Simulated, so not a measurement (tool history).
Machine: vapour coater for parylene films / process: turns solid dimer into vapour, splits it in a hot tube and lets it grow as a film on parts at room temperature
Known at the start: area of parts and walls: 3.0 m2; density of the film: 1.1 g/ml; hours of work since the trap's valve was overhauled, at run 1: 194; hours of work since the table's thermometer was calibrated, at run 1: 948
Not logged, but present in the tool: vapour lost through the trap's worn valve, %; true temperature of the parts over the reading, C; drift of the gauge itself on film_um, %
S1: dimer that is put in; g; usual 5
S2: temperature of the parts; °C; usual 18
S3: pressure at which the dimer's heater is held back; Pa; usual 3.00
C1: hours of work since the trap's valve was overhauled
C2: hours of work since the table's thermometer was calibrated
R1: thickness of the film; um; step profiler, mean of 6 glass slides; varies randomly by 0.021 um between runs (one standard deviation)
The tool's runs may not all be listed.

{"run": 1, "day": 0.0, "S1": 5, "S2": 18, "S3": 3.0, "C1": 194, "C2": 948, "R1": 1.17}
{"run": 2, "day": 1.271, "S1": 5, "S2": 18, "S3": 3.0, "C1": 217, "C2": 971, "R1": 1.19}
{"day": 2.321, "done": "trap's valve overhauled"}
{"run": 3, "day": 2.483, "S1": 5, "S2": 18, "S3": 3.0, "C1": 3, "C2": 989, "R1": 1.17}
{"run": 4, "day": 3.596, "S1": 5, "S2": 18, "S3": 3.0, "C1": 23, "C2": 1009, "R1": 1.14}
{"run": 5, "day": 4.379, "S1": 5, "S2": 18, "S3": 4.21, "C1": 36, "C2": 1023, "R1": 1.12}
{"run": 6, "day": 5.612, "S1": 5, "S2": 18, "S3": 3.0, "C1": 58, "C2": 1045, "R1": 1.2}
{"run": 7, "day": 6.796, "S1": 5, "S2": 18, "S3": 3.0, "C1": 79, "C2": 1066, "R1": 1.17}
{"run": 8, "day": 7.512, "S1": 5, "S2": 18, "S3": 3.0, "C1": 92, "C2": 1078, "R1": 1.15}
{"run": 9, "day": 8.529, "S1": 5, "S2": 18, "S3": 3.0, "C1": 110, "C2": 1096, "R1": 1.2}
{"run": 10, "day": 9.496, "S1": 5, "S2": 18, "S3": 3.0, "C1": 127, "C2": 1113, "R1": 1.2}
{"run": 11, "day": 10.762, "S1": 5, "S2": 20, "S3": 3.0, "C1": 150, "C2": 1136, "R1": 1.1}
{"run": 12, "day": 12.212, "S1": 5, "S2": 20, "S3": 3.0, "C1": 175, "C2": 1162, "R1": 1.13}
{"run": 13, "day": 13.221, "S1": 5, "S2": 20, "S3": 3.0, "C1": 193, "C2": 1179, "R1": 1.12}
{"run": 14, "day": 13.825, "S1": 5, "S2": 18, "S3": 3.0, "C1": 204, "C2": 1190, "R1": 1.18}
{"run": 15, "day": 14.75, "S1": 5, "S2": 18, "S3": 3.0, "C1": 220, "C2": 1207, "R1": 1.19}
{"day": 15.521, "done": "trap's valve overhauled"}
{"run": 16, "day": 15.988, "S1": 5, "S2": 18, "S3": 3.0, "C1": 8, "C2": 1226, "R1": 1.18}
{"run": 17, "day": 17.458, "S1": 5, "S2": 18, "S3": 3.0, "C1": 34, "C2": 1252, "R1": 1.2}
{"run": 18, "day": 18.517, "S1": 5, "S2": 18, "S3": 4.2, "C1": 53, "C2": 1270, "R1": 1.12}
{"run": 19, "day": 19.412, "S1": 5, "S2": 18, "S3": 7.07, "C1": 69, "C2": 1286, "R1": 1.05}
{"run": 20, "day": 20.292, "S1": 2, "S2": 18, "S3": 3.67, "C1": 85, "C2": 1302, "R1": 0.46}
{"run": 21, "day": 21.712, "S1": 3, "S2": 20, "S3": 3.0, "C1": 110, "C2": 1327, "R1": 0.65}
{"run": 22, "day": 22.925, "S1": 5, "S2": 18, "S3": 3.25, "C1": 131, "C2": 1349, "R1": 1.13}
{"run": 23, "day": 23.792, "S1": 4, "S2": 27, "S3": 2.29, "C1": 147, "C2": 1364, "R1": 0.81}
{"run": 24, "day": 24.958, "S1": 2, "S2": 16, "S3": 11.92, "C1": 167, "C2": 1385, "R1": 0.43}
{"run": 25, "day": 26.267, "S1": 3, "S2": 13, "S3": 4.91, "C1": 191, "C2": 1408, "R1": 0.75}
{"run": 26, "day": 26.971, "S1": 3, "S2": 13, "S3": 4.91, "C1": 203, "C2": 1420, "R1": 0.73}
{"day": 28.075, "done": "table's thermometer calibrated"}
{"run": 27, "day": 28.442, "S1": 8, "S2": 13, "S3": 4.71, "C1": 228, "C2": 6, "R1": 2.02}
{"day": 28.788, "done": "trap's valve overhauled"}
{"run": 28, "day": 29.329, "S1": 8, "S2": 13, "S3": 4.71, "C1": 10, "C2": 19, "R1": 2.0}
{"run": 29, "day": 30.225, "S1": 5, "S2": 14, "S3": 2.14, "C1": 25, "C2": 35, "R1": 1.33}
{"run": 30, "day": 31.65, "S1": 6, "S2": 11, "S3": 3.0, "C1": 51, "C2": 60, "R1": 1.67}
{"run": 31, "day": 33.121, "S1": 4, "S2": 18, "S3": 5.85, "C1": 77, "C2": 87, "R1": 0.86}
{"run": 32, "day": 34.529, "S1": 5, "S2": 18, "S3": 3.26, "C1": 102, "C2": 111, "R1": 1.14}
{"run": 33, "day": 35.512, "S1": 5, "S2": 18, "S3": 3.26, "C1": 119, "C2": 129, "R1": 1.17}
{"run": 34, "day": 36.554, "S1": 5, "S2": 18, "S3": 3.26, "C1": 138, "C2": 147, "R1": 1.16}
{"run": 35, "day": 37.683, "S1": 5, "S2": 18, "S3": 3.26, "C1": 158, "C2": 167, "R1": 1.16}

Alternative continuations, all from the tool just after run 35; predict every row:
{"run": "A", "day": 38.892, "S1": 7, "S2": 11, "S3": 7.33, "C1": 179, "C2": 189, "R1": "?"}
{"run": "B", "day": 38.892, "S1": 2, "S2": 16, "S3": 10.04, "C1": 179, "C2": 189, "R1": "?"}
{"run": "C", "day": 38.892, "S1": 8, "S2": 16, "S3": 2.0, "C1": 179, "C2": 189, "R1": "?"}
{"run": "D", "day": 38.892, "S1": 5, "S2": 18, "S3": 9.39, "C1": 179, "C2": 189, "R1": "?"}
{"run": "E", "day": 38.892, "S1": 5, "S2": 25, "S3": 3.26, "C1": 179, "C2": 189, "R1": "?"}

run=A R1=1.73
run=B R1=0.42
run=C R1=2.06
run=D R1=1.00
run=E R1=0.98
With no hidden state in the tool, these same runs would have given:
run=A R1=1.73
run=B R1=0.42
run=C R1=2.07
run=D R1=1.00
run=E R1=0.98
